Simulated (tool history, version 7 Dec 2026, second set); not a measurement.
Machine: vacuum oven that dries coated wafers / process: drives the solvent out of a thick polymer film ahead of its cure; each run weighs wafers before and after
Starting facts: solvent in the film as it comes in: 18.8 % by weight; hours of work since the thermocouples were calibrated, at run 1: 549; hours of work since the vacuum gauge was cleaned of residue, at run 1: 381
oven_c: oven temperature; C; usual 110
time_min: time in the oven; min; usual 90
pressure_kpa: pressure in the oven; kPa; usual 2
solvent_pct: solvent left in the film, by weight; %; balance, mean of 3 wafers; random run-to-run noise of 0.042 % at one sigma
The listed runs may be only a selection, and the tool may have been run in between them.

run,hour,oven_c,time_min,pressure_kpa,hours of work since the thermocouples were calibrated,hours of work since the vacuum gauge was cleaned of residue,solvent_pct
1,0,110,90,2,549,381,4.97
2,117.8,110,90,6.47,622,454,11.32
3,218.7,110,90,6.47,685,516,11.26
4,348,110,90,6.47,765,597,11.28
5,456.1,110,90,6.47,832,664,11.15
6,556.3,110,90,6.47,894,726,11.06
7,651.6,110,90,6.47,954,786,11.4
8,761.3,110,90,6.47,1022,854,11.22
9,815.8,110,110,2,1056,888,4.32
# hour 841.2: oven's thermocouples calibrated
10,880.5,118,90,2,24,927,3.61
11,934.7,118,90,2,58,960,3.62
12,1028.4,110,90,3.1,116,1019,6.88
13,1116.5,110,90,3.1,171,1073,6.85
14,1224.8,110,90,3.1,238,1141,7
15,1320.7,110,90,3.1,298,1200,6.94
16,1446.5,110,90,2,376,1278,5.33
17,1524.5,110,90,2,425,1327,5.32
18,1590.5,110,90,2,466,1368,5.37
19,1695.3,110,90,2,531,1433,5.38
20,1798.9,110,90,4.43,595,1498,8.89
21,1895.1,123,142,6.99,655,1557,7.64
22,2009.1,123,142,6.99,726,1628,7.66
23,2062.8,124,98,6.99,759,1662,7.59
24,2124,117,151,5.34,797,1700,7.21
25,2182.6,109,140,2,834,1736,4.36
26,2286.3,124,79,5.15,898,1801,6.05
# hour 2296.6: vacuum gauge cleaned of residue and calibrated
27,2398.8,124,79,5.15,967,64,6.14
28,2481.3,124,79,5.15,1019,115,6.05
# hour 2564.1: oven's thermocouples calibrated
29,2564.8,124,79,5.15,0,165,6.33
# hour 2627.4: vacuum gauge cleaned of residue and calibrated, once more
30,2656.9,105,90,2,57,18,6.51
31,2735.6,105,90,2,106,67,6.5
32,2860.8,121,115,3.71,184,145,4.54

Run 33 comes next. What will it give?
33,2974.6,121,115,3.71,254,216,?

Logged for run 33: solvent_pct 4.52 %.
Were there no unlogged condition in the tool, this run, its random variation unchanged, would have produced solvent_pct 4.49 %.
